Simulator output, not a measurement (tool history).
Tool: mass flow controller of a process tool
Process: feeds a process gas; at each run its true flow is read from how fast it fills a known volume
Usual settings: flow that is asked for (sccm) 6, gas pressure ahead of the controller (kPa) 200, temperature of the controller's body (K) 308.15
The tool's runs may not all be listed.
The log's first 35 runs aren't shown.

run     hour  flow that is asked for (sccm)  gas pressure ahead of the controller (kPa)  temperature of the controller's body (K)  true flow (%)
 36   9289.0                              2                                         179                                    298.15          97.72
 37   9542.8                              2                                         179                                    298.15          97.67
 38   9846.4                              8                                         179                                    298.15          98.75
 39   9998.5                              8                                         258                                    298.15          99.22
 40  10154.2                              8                                         258                                    298.15          99.20
 41  10422.1                              3                                         183                                    308.15          97.13
 42  10696.7                              9                                         212                                    307.15          98.61
 43  10990.6                             18                                         173                                    304.15          99.60
 44  11166.5                             18                                         173                                    304.15          99.69
 45  11363.9                             12                                         173                                    306.15          98.83
 46  11517.1                              6                                         197                                    293.15          99.05
 47  11742.0                              6                                         197                                    293.15          99.12
 48  12008.6                              6                                         160                                    308.15          97.97

4 ways to go on from here, each from the tool as it stands after run 48. What would each give?
  A  12215.6                              4                                         160                                    301.15              ?
  B  12215.6                              6                                         143                                    308.15              ?
  C  12215.6                              7                                         200                                    295.15              ?
  D  12215.6                              2                                         160                                    295.15              ?

run  true flow (%)
  A          97.83
  B          97.87
  C          99.32
  D          97.23
Without the tool's hidden state the same runs would have given:
run  true flow (%)
  A          97.98
  B          97.70
  C          99.06
  D          98.31

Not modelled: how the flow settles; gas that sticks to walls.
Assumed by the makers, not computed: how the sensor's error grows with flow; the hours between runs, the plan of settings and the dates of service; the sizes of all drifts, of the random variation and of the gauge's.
